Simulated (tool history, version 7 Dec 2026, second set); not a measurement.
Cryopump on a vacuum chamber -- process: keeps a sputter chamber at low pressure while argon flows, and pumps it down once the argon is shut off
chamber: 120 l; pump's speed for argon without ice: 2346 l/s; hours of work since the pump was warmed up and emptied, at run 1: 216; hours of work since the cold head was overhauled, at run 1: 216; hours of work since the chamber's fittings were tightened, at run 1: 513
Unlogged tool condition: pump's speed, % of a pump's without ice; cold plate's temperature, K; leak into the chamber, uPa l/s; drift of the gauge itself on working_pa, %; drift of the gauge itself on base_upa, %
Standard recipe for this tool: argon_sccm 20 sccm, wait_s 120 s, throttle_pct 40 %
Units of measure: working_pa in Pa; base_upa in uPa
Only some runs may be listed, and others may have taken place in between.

run,day,argon_sccm,wait_s,throttle_pct,hours of work since the pump was warmed up and emptied,hours of work since the cold head was overhauled,hours of work since the chamber's fittings were tightened,working_pa,base_upa
1,0.000,20,120,40,216,216,513,0.0369,0.87
2,2.188,20,120,40,252,252,550,0.0373,0.91
3,3.554,20,120,27,275,275,572,0.0544,0.90
4,4.592,20,120,27,292,292,589,0.0547,0.91
5,5.946,20,120,27,314,314,612,0.0545,0.92
6,8.062,20,120,27,349,349,647,0.0550,0.93
7,9.204,20,120,40,368,368,666,0.0375,0.95
8,10.262,20,56,40,386,386,683,0.0378,1.46
9,11.692,20,56,40,409,409,707,0.0377,1.44
10,12.625,20,56,40,425,425,722,0.0380,1.49
11,14.321,20,56,35,453,453,750,0.0436,1.53
12,15.592,20,152,40,474,474,771,0.0377,0.92
13,16.779,20,152,40,494,494,791,0.0384,0.89
14,18.171,20,152,40,517,517,814,0.0384,0.97
15,19.750,20,156,27,543,543,840,0.0558,0.99
16,20.792,20,174,58,560,560,858,0.0273,0.98
17,21.746,20,63,40,576,576,873,0.0385,1.47
18,23.833,8,126,20,610,610,908,0.0302,1.12
19,25.829,20,52,40,643,643,941,0.0385,1.76
20,27.467,21,21,16,670,670,968,0.0984,3.30
21,29.008,11,27,30,696,696,993,0.0280,2.80
22,30.908,15,27,58,727,727,1025,0.0220,2.78
23,32.475,26,27,58,753,753,1051,0.0377,2.82
24,33.950,26,31,17,778,778,1075,0.1150,2.52
25,35.592,26,31,17,805,805,1102,0.1157,2.57
26,37.204,26,31,17,832,832,1129,0.1159,2.62
# day 37.854: pump warmed up, emptied and cooled again
27,38.512,26,174,17,11,850,1147,0.1106,1.04

Predict each of these 5 candidate next runs independently; none follows another, all start after run 27:
A,40.154,13,174,17,38,877,1174,?,?
B,40.154,26,38,17,38,877,1174,?,?
C,40.154,21,130,53,38,877,1174,?,?
D,40.154,10,284,23,38,877,1174,?,?
E,40.154,31,120,32,38,877,1174,?,?

run,working_pa,base_upa
A,0.0552,1.07
B,0.1107,2.15
C,0.0288,1.18
D,0.0317,0.93
E,0.0703,1.14
The same runs, with their run-to-run variation unchanged, on a tool lacking any hidden condition would have given:
run,working_pa,base_upa
A,0.0549,0.47
B,0.1100,1.54
C,0.0282,0.55
D,0.0314,0.32
E,0.0695,0.53

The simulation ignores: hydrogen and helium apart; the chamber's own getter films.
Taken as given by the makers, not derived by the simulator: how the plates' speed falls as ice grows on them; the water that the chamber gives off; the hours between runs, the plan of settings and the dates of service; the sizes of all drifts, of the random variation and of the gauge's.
